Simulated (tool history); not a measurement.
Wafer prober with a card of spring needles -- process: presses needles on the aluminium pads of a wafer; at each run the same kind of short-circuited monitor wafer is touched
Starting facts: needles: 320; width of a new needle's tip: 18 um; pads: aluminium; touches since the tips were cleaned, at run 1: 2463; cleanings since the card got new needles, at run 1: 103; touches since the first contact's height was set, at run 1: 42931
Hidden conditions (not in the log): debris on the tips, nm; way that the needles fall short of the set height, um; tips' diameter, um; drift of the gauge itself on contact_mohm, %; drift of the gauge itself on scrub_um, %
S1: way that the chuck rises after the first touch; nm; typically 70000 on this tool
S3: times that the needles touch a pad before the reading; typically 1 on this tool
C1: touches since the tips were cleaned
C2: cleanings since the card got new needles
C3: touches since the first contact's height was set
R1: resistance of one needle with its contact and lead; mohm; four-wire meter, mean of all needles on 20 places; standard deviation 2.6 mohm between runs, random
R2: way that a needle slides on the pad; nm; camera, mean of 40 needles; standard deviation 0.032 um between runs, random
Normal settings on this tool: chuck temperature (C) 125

Run 1, hour 0.0: usual settings; C1 2463; C2 103; C3 42931. Result: R1 505 mohm, R2 13810 nm.
At hour 6.5: tips cleaned on abrasive film.
At hour 22.7: tips cleaned on abrasive film.
Run 2, hour 32.4: usual settings; C1 3237; C2 105; C3 53647. Result: R1 530 mohm, R2 13790 nm.
At hour 39.0: tips cleaned on abrasive film.
At hour 55.4: tips cleaned on abrasive film.
At hour 68.6: tips cleaned on abrasive film.
Run 3, hour 75.5: usual settings; C1 2302; C2 108; C3 67912. Result: R1 503 mohm, R2 13730 nm.
At hour 82.2: tips cleaned on abrasive film.
At hour 95.4: tips cleaned on abrasive film.
At hour 111.1: tips cleaned on abrasive film.
At hour 126.8: tips cleaned on abrasive film.
Run 4, hour 137.0: usual settings but S3 2; C1 3372; C2 112; C3 88248. Result: R1 456 mohm, R2 13630 nm.
At hour 140.3: tips cleaned on abrasive film.
At hour 153.6: tips cleaned on abrasive film.
At hour 166.8: tips cleaned on abrasive film.
At hour 180.1: tips cleaned on abrasive film.
Run 5, hour 183.3: usual settings but chuck temperature (C) 70; C1 1084; C2 116; C3 103553. Result: R1 465 mohm, R2 13650 nm.
At hour 196.5: tips cleaned on abrasive film.
At hour 212.2: tips cleaned on abrasive film.
Run 6, hour 224.1: usual settings; C1 3973; C2 118; C3 117088. Result: R1 570 mohm, R2 13590 nm.
At hour 227.5: tips cleaned on abrasive film.
At hour 243.7: tips cleaned on abrasive film.
At hour 257.0: tips cleaned on abrasive film.
At hour 272.8: tips cleaned on abrasive film.
Run 7, hour 278.2: usual settings; C1 1824; C2 122; C3 134972. Result: R1 524 mohm, R2 13530 nm.
At hour 288.2: tips cleaned on abrasive film.
At hour 304.3: tips cleaned on abrasive film.
Run 8, hour 310.9: usual settings; C1 2202; C2 124; C3 145772. Result: R1 526 mohm, R2 13500 nm.
At hour 320.5: tips cleaned on abrasive film.
At hour 336.4: tips cleaned on abrasive film.
Run 9, hour 338.4: usual settings; C1 681; C2 126; C3 154877. Result: R1 397 mohm, R2 13510 nm.
At hour 350.5: tips cleaned on abrasive film.
At hour 363.7: tips cleaned on abrasive film.
Run 10, hour 371.9: usual settings; C1 2738; C2 128; C3 165974. Result: R1 547 mohm, R2 13450 nm.
At hour 378.6: tips cleaned on abrasive film.
At hour 395.1: tips cleaned on abrasive film.
At hour 410.7: tips cleaned on abrasive film.
Run 11, hour 418.6: usual settings; C1 2646; C2 131; C3 181421. Result: R1 552 mohm, R2 13450 nm.
At hour 424.7: tips cleaned on abrasive film.
At hour 437.9: tips cleaned on abrasive film.
At hour 451.2: tips cleaned on abrasive film.
At hour 464.4: tips cleaned on abrasive film.
Run 12, hour 474.1: usual settings; C1 3219; C2 135; C3 199766. Result: R1 547 mohm, R2 13370 nm.
At hour 480.7: tips cleaned on abrasive film.
At hour 494.0: tips cleaned on abrasive film.
At hour 507.2: tips cleaned on abrasive film.
At hour 523.7: tips cleaned on abrasive film.
Run 13, hour 525.2: usual settings; C1 504; C2 139; C3 216658. Result: R1 412 mohm, R2 13290 nm.
At hour 537.5: tips cleaned on abrasive film.
At hour 550.8: tips cleaned on abrasive film.
At hour 554.3: height of the first contact set anew.
At hour 566.6: tips cleaned on abrasive film.
Run 14, hour 566.6: usual settings; C1 0; C2 142; C3 4073. Result: R1 334 mohm, R2 13900 nm.
At hour 582.7: tips cleaned on abrasive film.
At hour 598.5: tips cleaned on abrasive film.
Run 15, hour 603.2: usual settings but S1 82000 nm, chuck temperature (C) 28, S3 3; C1 1587; C2 144; C3 16199. Result: R1 322 mohm, R2 16260 nm.
At hour 612.2: tips cleaned on abrasive film.
At hour 628.0: tips cleaned on abrasive film.
At hour 643.4: tips cleaned on abrasive film.
Run 16, hour 651.8: usual settings but chuck temperature (C) 105, S3 2; C1 2800; C2 147; C3 32261. Result: R1 437 mohm, R2 13820 nm.
At hour 658.0: tips cleaned on abrasive film.
At hour 674.4: tips cleaned on abrasive film.
Run 17, hour 685.9: usual settings but chuck temperature (C) 50; C1 3839; C2 149; C3 43575. Result: R1 579 mohm, R2 13790 nm.
At hour 689.3: tips cleaned on abrasive film.
At hour 704.5: tips cleaned on abrasive film.
At hour 719.5: tips cleaned on abrasive film.
At hour 732.8: tips cleaned on abrasive film.
Run 18, hour 744.5: usual settings but S1 83000 nm, chuck temperature (C) 40, S3 2; C1 3911; C2 153; C3 62959. Result: R1 412 mohm, R2 16300 nm.
At hour 747.9: tips cleaned on abrasive film.
At hour 764.0: tips cleaned on abrasive film.
At hour 777.2: tips cleaned on abrasive film.
At hour 790.5: tips cleaned on abrasive film.
Run 19, hour 794.7: usual settings but S1 83000 nm, chuck temperature (C) 40, S3 2; C1 1418; C2 157; C3 79547. Result: R1 358 mohm, R2 16290 nm.
At hour 804.7: tips cleaned on abrasive film.
At hour 820.8: tips cleaned on abrasive film.
At hour 836.1: tips cleaned on abrasive film.
Run 20, hour 840.4: usual settings but S1 64000 nm, chuck temperature (C) 40, S3 2; C1 1447; C2 160; C3 94674. Result: R1 442 mohm, R2 12560 nm.
At hour 849.7: tips cleaned on abrasive film.
At hour 862.9: tips cleaned on abrasive film.
At hour 879.5: tips cleaned on abrasive film.
At hour 895.1: tips cleaned on abrasive film.
Run 21, hour 895.4: usual settings but S1 64000 nm, chuck temperature (C) 40, S3 2; C1 84; C2 164; C3 112840. Result: R1 313 mohm, R2 12450 nm.
At hour 908.6: tips cleaned on abrasive film.
At hour 924.2: tips cleaned on abrasive film.
Run 22, hour 936.4: usual settings but S1 64000 nm, chuck temperature (C) 40, S3 2; C1 4055; C2 166; C3 126423. Result: R1 504 mohm, R2 12460 nm.
At hour 939.7: tips cleaned on abrasive film.
At hour 956.1: tips cleaned on abrasive film.
At hour 969.4: tips cleaned on abrasive film.
At hour 984.6: tips cleaned on abrasive film.
Run 23, hour 993.7: usual settings but chuck temperature (C) 33, S3 2; C1 3035; C2 170; C3 145385. Result: R1 458 mohm, R2 13530 nm.
At hour 1000.4: tips cleaned on abrasive film.
At hour 1013.6: tips cleaned on abrasive film.
At hour 1029.7: tips cleaned on abrasive film.
Run 24, hour 1031.3: usual settings but S1 67000 nm, chuck temperature (C) 39; C1 556; C2 173; C3 157817. Result: R1 426 mohm, R2 12890 nm.
At hour 1043.7: tips cleaned on abrasive film.
At hour 1060.1: tips cleaned on abrasive film.
At hour 1076.2: tips cleaned on abrasive film.
Run 25, hour 1079.3: usual settings but S1 80000 nm, chuck temperature (C) 55, S3 2; C1 1008; C2 176; C3 173680. Result: R1 368 mohm, R2 15380 nm.
At hour 1092.5: tips cleaned on abrasive film.
At hour 1108.2: tips cleaned on abrasive film.
Run 26, hour 1113.7: usual settings but S1 80000 nm, chuck temperature (C) 55, S3 2; C1 1832; C2 178; C3 185102. Result: R1 404 mohm, R2 15440 nm.
At hour 1123.0: tips cleaned on abrasive film.
At hour 1139.5: tips cleaned on abrasive film.
At hour 1152.7: tips cleaned on abrasive film.
At hour 1167.8: tips cleaned on abrasive film.
Run 27, hour 1171.7: usual settings but chuck temperature (C) 80; C1 1313; C2 182; C3 204275. Result: R1 491 mohm, R2 13350 nm.

Hidden state at the last listed run before each entry between runs and at the first one after, where it differs:
From run 1 to run 2: tips cleaned on abrasive film (hour 6.5); tips cleaned on abrasive film (hour 22.7)
  debris on the tips, nm: 142.7 -> 161.8; way that the needles fall short of the set height, um: 0.59 -> 0.72; tips' diameter, um: 20.42 -> 20.46
  measured result minus the result with no hidden state, R1: +201 -> +229 mohm; R2: -110 -> -140 nm
From run 2 to run 3: tips cleaned on abrasive film (hour 39.0); tips cleaned on abrasive film (hour 55.4); tips cleaned on abrasive film (hour 68.6)
  debris on the tips, nm: 161.8 -> 134; way that the needles fall short of the set height, um: 0.72 -> 0.95; tips' diameter, um: 20.46 -> 20.54
  measured result minus the result with no hidden state, R1: +229 -> +195 mohm; R2: -140 -> -190 nm
From run 3 to run 4: tips cleaned on abrasive film (hour 82.2); tips cleaned on abrasive film (hour 95.4); tips cleaned on abrasive film (hour 111.1); tips cleaned on abrasive film (hour 126.8)
  debris on the tips, nm: 134 -> 163; way that the needles fall short of the set height, um: 0.95 -> 1.24; tips' diameter, um: 20.54 -> 20.64
  measured result minus the result with no hidden state, R1: +195 -> +146 mohm; R2: -190 -> -250 nm
From run 4 to run 5: tips cleaned on abrasive film (hour 140.3); tips cleaned on abrasive film (hour 153.6); tips cleaned on abrasive film (hour 166.8); tips cleaned on abrasive film (hour 180.1)
  debris on the tips, nm: 163 -> 108.4; way that the needles fall short of the set height, um: 1.24 -> 1.48; tips' diameter, um: 20.64 -> 20.73
  measured result minus the result with no hidden state, R1: +146 -> +177 mohm; R2: -250 -> -290 nm
From run 5 to run 6: tips cleaned on abrasive film (hour 196.5); tips cleaned on abrasive film (hour 212.2)
  debris on the tips, nm: 108.4 -> 174.2; way that the needles fall short of the set height, um: 1.48 -> 1.63; tips' diameter, um: 20.73 -> 20.78
  measured result minus the result with no hidden state, R1: +177 -> +264 mohm; R2: -290 -> -320 nm
From run 6 to run 7: tips cleaned on abrasive film (hour 227.5); tips cleaned on abrasive film (hour 243.7); tips cleaned on abrasive film (hour 257.0); tips cleaned on abrasive film (hour 272.8)
  debris on the tips, nm: 174.2 -> 140.8; way that the needles fall short of the set height, um: 1.63 -> 1.9; tips' diameter, um: 20.78 -> 20.87
  measured result minus the result with no hidden state, R1: +264 -> +217 mohm; R2: -320 -> -380 nm
From run 7 to run 8: tips cleaned on abrasive film (hour 288.2); tips cleaned on abrasive film (hour 304.3)
  debris on the tips, nm: 140.8 -> 142.1; way that the needles fall short of the set height, um: 1.9 -> 2.02; tips' diameter, um: 20.87 -> 20.92
  measured result minus the result with no hidden state, R1: +217 -> +219 mohm; R2: -380 -> -400 nm
From run 8 to run 9: tips cleaned on abrasive film (hour 320.5); tips cleaned on abrasive film (hour 336.4)
  debris on the tips, nm: 142.1 -> 58.4; way that the needles fall short of the set height, um: 2.02 -> 2.18; tips' diameter, um: 20.92 -> 20.97
  measured result minus the result with no hidden state, R1: +219 -> +93 mohm; R2: -400 -> -440 nm
From run 9 to run 10: tips cleaned on abrasive film (hour 350.5); tips cleaned on abrasive film (hour 363.7)
  debris on the tips, nm: 58.4 -> 157.1; way that the needles fall short of the set height, um: 2.18 -> 2.31; tips' diameter, um: 20.97 -> 21.02
  measured result minus the result with no hidden state, R1: +93 -> +244 mohm; R2: -440 -> -460 nm
From run 10 to run 11: tips cleaned on abrasive film (hour 378.6); tips cleaned on abrasive film (hour 395.1); tips cleaned on abrasive film (hour 410.7)
  debris on the tips, nm: 157.1 -> 152.8; way that the needles fall short of the set height, um: 2.31 -> 2.48; tips' diameter, um: 21.02 -> 21.08
  measured result minus the result with no hidden state, R1: +244 -> +244 mohm; R2: -460 -> -490 nm
From run 11 to run 12: tips cleaned on abrasive film (hour 424.7); tips cleaned on abrasive film (hour 437.9); tips cleaned on abrasive film (hour 451.2); tips cleaned on abrasive film (hour 464.4)
  debris on the tips, nm: 152.8 -> 149.7; way that the needles fall short of the set height, um: 2.48 -> 2.73; tips' diameter, um: 21.08 -> 21.17
  measured result minus the result with no hidden state, R1: +244 -> +240 mohm; R2: -490 -> -540 nm
From run 12 to run 13: tips cleaned on abrasive film (hour 480.7); tips cleaned on abrasive film (hour 494.0); tips cleaned on abrasive film (hour 507.2); tips cleaned on abrasive film (hour 523.7)
  debris on the tips, nm: 149.7 -> 64; way that the needles fall short of the set height, um: 2.73 -> 2.97; tips' diameter, um: 21.17 -> 21.25
  measured result minus the result with no hidden state, R1: +240 -> +106 mohm; R2: -540 -> -590 nm
From run 13 to run 14: tips cleaned on abrasive film (hour 537.5); tips cleaned on abrasive film (hour 550.8); height of the first contact set anew (hour 554.3); tips cleaned on abrasive film (hour 566.6)
  debris on the tips, nm: 64 -> 13.9; way that the needles fall short of the set height, um: 2.97 -> 0.05; tips' diameter, um: 21.25 -> 21.32
  measured result minus the result with no hidden state, R1: +106 -> +24 mohm; R2: -590 -> -10 nm
From run 14 to run 15: tips cleaned on abrasive film (hour 582.7); tips cleaned on abrasive film (hour 598.5)
  debris on the tips, nm: 13.9 -> 107; way that the needles fall short of the set height, um: 0.05 -> 0.2; tips' diameter, um: 21.32 -> 21.37
  measured result minus the result with no hidden state, R1: +24 -> +52 mohm; R2: -10 -> -40 nm
From run 15 to run 16: tips cleaned on abrasive film (hour 612.2); tips cleaned on abrasive film (hour 628.0); tips cleaned on abrasive film (hour 643.4)
  debris on the tips, nm: 107 -> 150.6; way that the needles fall short of the set height, um: 0.2 -> 0.4; tips' diameter, um: 21.37 -> 21.44
  measured result minus the result with no hidden state, R1: +52 -> +143 mohm; R2: -40 -> -80 nm
From run 16 to run 17: tips cleaned on abrasive film (hour 658.0); tips cleaned on abrasive film (hour 674.4)
  debris on the tips, nm: 150.6 -> 168.1; way that the needles fall short of the set height, um: 0.4 -> 0.55; tips' diameter, um: 21.44 -> 21.49
  measured result minus the result with no hidden state, R1: +143 -> +295 mohm; R2: -80 -> -100 nm
From run 17 to run 18: tips cleaned on abrasive film (hour 689.3); tips cleaned on abrasive film (hour 704.5); tips cleaned on abrasive film (hour 719.5); tips cleaned on abrasive film (hour 732.8)
  debris on the tips, nm: 168.1 -> 170.3; way that the needles fall short of the set height, um: 0.55 -> 0.78; tips' diameter, um: 21.49 -> 21.57
  measured result minus the result with no hidden state, R1: +295 -> +134 mohm; R2: -100 -> -160 nm
From run 18 to run 19: tips cleaned on abrasive film (hour 747.9); tips cleaned on abrasive film (hour 764.0); tips cleaned on abrasive film (hour 777.2); tips cleaned on abrasive film (hour 790.5)
  debris on the tips, nm: 170.3 -> 103.6; way that the needles fall short of the set height, um: 0.78 -> 1.02; tips' diameter, um: 21.57 -> 21.66
  measured result minus the result with no hidden state, R1: +134 -> +83 mohm; R2: -160 -> -210 nm
From run 19 to run 20: tips cleaned on abrasive film (hour 804.7); tips cleaned on abrasive film (hour 820.8); tips cleaned on abrasive film (hour 836.1)
  debris on the tips, nm: 103.6 -> 123.9; way that the needles fall short of the set height, um: 1.02 -> 1.18; tips' diameter, um: 21.66 -> 21.71
  measured result minus the result with no hidden state, R1: +83 -> +164 mohm; R2: -210 -> -230 nm
From run 20 to run 21: tips cleaned on abrasive film (hour 849.7); tips cleaned on abrasive film (hour 862.9); tips cleaned on abrasive film (hour 879.5); tips cleaned on abrasive film (hour 895.1)
  debris on the tips, nm: 123.9 -> 26; way that the needles fall short of the set height, um: 1.18 -> 1.49; tips' diameter, um: 21.71 -> 21.82
  measured result minus the result with no hidden state, R1: +164 -> +37 mohm; R2: -230 -> -300 nm
From run 21 to run 22: tips cleaned on abrasive film (hour 908.6); tips cleaned on abrasive film (hour 924.2)
  debris on the tips, nm: 26 -> 169.2; way that the needles fall short of the set height, um: 1.49 -> 1.61; tips' diameter, um: 21.82 -> 21.87
  measured result minus the result with no hidden state, R1: +37 -> +227 mohm; R2: -300 -> -330 nm
From run 22 to run 23: tips cleaned on abrasive film (hour 939.7); tips cleaned on abrasive film (hour 956.1); tips cleaned on abrasive film (hour 969.4); tips cleaned on abrasive film (hour 984.6)
  debris on the tips, nm: 169.2 -> 148.4; way that the needles fall short of the set height, um: 1.61 -> 1.85; tips' diameter, um: 21.87 -> 21.95
  measured result minus the result with no hidden state, R1: +227 -> +176 mohm; R2: -330 -> -370 nm
From run 23 to run 24: tips cleaned on abrasive film (hour 1000.4); tips cleaned on abrasive film (hour 1013.6); tips cleaned on abrasive film (hour 1029.7)
  debris on the tips, nm: 148.4 -> 68.2; way that the needles fall short of the set height, um: 1.85 -> 2.05; tips' diameter, um: 21.95 -> 22.02
  measured result minus the result with no hidden state, R1: +176 -> +146 mohm; R2: -370 -> -410 nm
From run 24 to run 25: tips cleaned on abrasive film (hour 1043.7); tips cleaned on abrasive film (hour 1060.1); tips cleaned on abrasive film (hour 1076.2)
  debris on the tips, nm: 68.2 -> 92.3; way that the needles fall short of the set height, um: 2.05 -> 2.24; tips' diameter, um: 22.02 -> 22.09
  measured result minus the result with no hidden state, R1: +146 -> +85 mohm; R2: -410 -> -450 nm
From run 25 to run 26: tips cleaned on abrasive film (hour 1092.5); tips cleaned on abrasive film (hour 1108.2)
  debris on the tips, nm: 92.3 -> 134.2; way that the needles fall short of the set height, um: 2.24 -> 2.38; tips' diameter, um: 22.09 -> 22.14
  measured result minus the result with no hidden state, R1: +85 -> +121 mohm; R2: -450 -> -470 nm
From run 26 to run 27: tips cleaned on abrasive film (hour 1123.0); tips cleaned on abrasive film (hour 1139.5); tips cleaned on abrasive film (hour 1152.7); tips cleaned on abrasive film (hour 1167.8)
  debris on the tips, nm: 134.2 -> 104.5; way that the needles fall short of the set height, um: 2.38 -> 2.65; tips' diameter, um: 22.14 -> 22.23
  measured result minus the result with no hidden state, R1: +121 -> +199 mohm; R2: -470 -> -530 nm
